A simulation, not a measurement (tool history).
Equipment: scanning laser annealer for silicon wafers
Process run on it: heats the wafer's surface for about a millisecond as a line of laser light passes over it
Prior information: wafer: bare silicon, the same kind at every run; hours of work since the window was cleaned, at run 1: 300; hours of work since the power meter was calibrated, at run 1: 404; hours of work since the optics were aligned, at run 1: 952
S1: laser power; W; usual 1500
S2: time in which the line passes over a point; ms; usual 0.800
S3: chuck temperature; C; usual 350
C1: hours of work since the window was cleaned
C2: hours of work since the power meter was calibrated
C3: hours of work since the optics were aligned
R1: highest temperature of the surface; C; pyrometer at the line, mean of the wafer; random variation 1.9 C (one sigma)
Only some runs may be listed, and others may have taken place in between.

run	hour	S1	S2	S3	C1	C2	C3	R1
1	0.0	1500	0.800	350	300	404	952	1096
2	9.9	1500	0.800	350	307	412	959	1090
3	18.6	1500	0.862	350	314	419	966	1121
4	26.7	1500	0.730	350	320	425	972	1064
# hour 47.6: window over the wafer cleaned
5	47.6	1500	0.800	368	0	439	987	1137
6	56.6	1500	0.800	368	7	446	994	1134
7	65.6	1500	0.800	368	14	453	1000	1133
8	79.3	1500	0.800	368	24	463	1011	1135
9	90.8	1500	0.622	389	33	472	1020	1069
10	99.3	1596	0.622	389	39	479	1026	1114

Run 11, settings as shown, results not yet in. Your forecast:
11	113.2	1596	0.622	389	50	489	1037	?

R1: 1112 C
The same run, on a tool lacking any hidden state, would have yielded R1 1127 C.

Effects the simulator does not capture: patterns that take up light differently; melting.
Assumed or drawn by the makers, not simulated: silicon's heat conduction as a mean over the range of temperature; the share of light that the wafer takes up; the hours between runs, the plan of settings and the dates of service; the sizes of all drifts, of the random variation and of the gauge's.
